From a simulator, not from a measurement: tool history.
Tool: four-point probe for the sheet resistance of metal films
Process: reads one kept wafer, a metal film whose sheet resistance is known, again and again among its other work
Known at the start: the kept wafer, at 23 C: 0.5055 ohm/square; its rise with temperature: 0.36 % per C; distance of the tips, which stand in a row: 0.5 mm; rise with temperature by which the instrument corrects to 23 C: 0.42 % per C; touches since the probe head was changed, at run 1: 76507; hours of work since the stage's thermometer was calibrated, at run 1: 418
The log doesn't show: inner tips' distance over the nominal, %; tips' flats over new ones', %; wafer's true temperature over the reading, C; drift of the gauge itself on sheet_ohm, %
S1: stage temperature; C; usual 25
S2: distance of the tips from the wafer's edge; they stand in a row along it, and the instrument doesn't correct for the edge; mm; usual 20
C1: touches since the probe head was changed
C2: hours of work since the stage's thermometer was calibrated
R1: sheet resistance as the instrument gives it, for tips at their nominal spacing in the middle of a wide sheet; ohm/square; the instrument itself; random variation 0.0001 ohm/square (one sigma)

run	hour	S1	S2	C1	C2	R1
1	0	25	20	76507	418	0.497647
2	18.1	25	13	77477	429	0.497603
3	29.4	25	13	78077	436	0.497561
4	48	25	20	79069	447	0.497295
5	66.4	25	20	80054	458	0.497251
6	84.7	25	20	81031	469	0.497304
7	96	25	20	81635	476	0.497224
8	111.3	25	4	82454	485	0.50086
9	124.5	25	4	83156	493	0.500964
10	134.5	25	4	83692	499	0.500895
11	146.5	25	4	84333	506	0.500875
12	163.6	25	4	85247	516	0.500869
13	179.2	25	4	86077	525	0.500667
14	191.6	25	4	86741	533	0.500851
15	206.8	25	4	87554	542	0.500615
16	224.4	25	20	88493	553	0.496557
17	242.3	25	10	89447	563	0.497068
# hour 250.3: new probe head fitted
18	255	26	20	251	570	0.506235
19	267.1	26	20	896	578	0.50619
20	282.7	19	20	1732	587	0.508172
21	300.7	19	20	2692	598	0.508083
22	309.8	19	20	3176	603	0.507999
23	326.9	19	20	4092	614	0.507902
24	345.9	19	20	5107	625	0.50793
25	356.2	26	9	5653	631	0.506516
26	364.8	22	43	6113	636	0.506771
27	379.1	22	43	6877	645	0.506697
28	393.7	21	5	7661	654	0.50953
29	405.9	21	5	8309	661	0.509383
30	420.1	21	5	9071	669	0.509548
31	429.4	27	69	9568	675	0.505093
32	440.9	21	6	10178	682	0.50875
33	451	18	4	10720	688	0.511861
34	467.2	27	44	11584	698	0.504895
35	481	31	32	12321	706	0.503673
36	490.9	22	14	12852	712	0.506485
37	502.1	29	3	13451	719	0.51154
38	521.2	34	6	14469	730	0.504445
39	529.2	22	30	14898	735	0.505896
40	543.6	22	30	15663	744	0.50601
41	558.4	25	34	16456	752	0.505092
42	577	25	34	17449	764	0.504779
43	590.4	25	34	18163	772	0.50488
44	601.2	22	17	18744	778	0.505906
45	612.3	25	18	19332	785	0.505019
46	624	25	18	19957	792	0.505025

The same runs without the tool's hidden state, with the same run-to-run variation:
run	R1
1	0.505195
2	0.505228
3	0.505238
4	0.505047
5	0.50508
6	0.505214
7	0.505187
8	0.508937
9	0.509093
10	0.509069
11	0.509101
12	0.509172
13	0.509034
14	0.509275
15	0.509104
16	0.505059
17	0.50565
18	0.504863
19	0.504866
20	0.506903
21	0.506889
22	0.506845
23	0.506826
24	0.506939
25	0.50558
26	0.505866
27	0.505857
28	0.50875
29	0.508654
30	0.508886
31	0.504483
32	0.50818
33	0.511325
34	0.504447
35	0.503289
36	0.506128
37	0.511236
38	0.504227
39	0.505697
40	0.505873
41	0.505016
42	0.504781
43	0.504945
44	0.506008
45	0.505169
46	0.505226

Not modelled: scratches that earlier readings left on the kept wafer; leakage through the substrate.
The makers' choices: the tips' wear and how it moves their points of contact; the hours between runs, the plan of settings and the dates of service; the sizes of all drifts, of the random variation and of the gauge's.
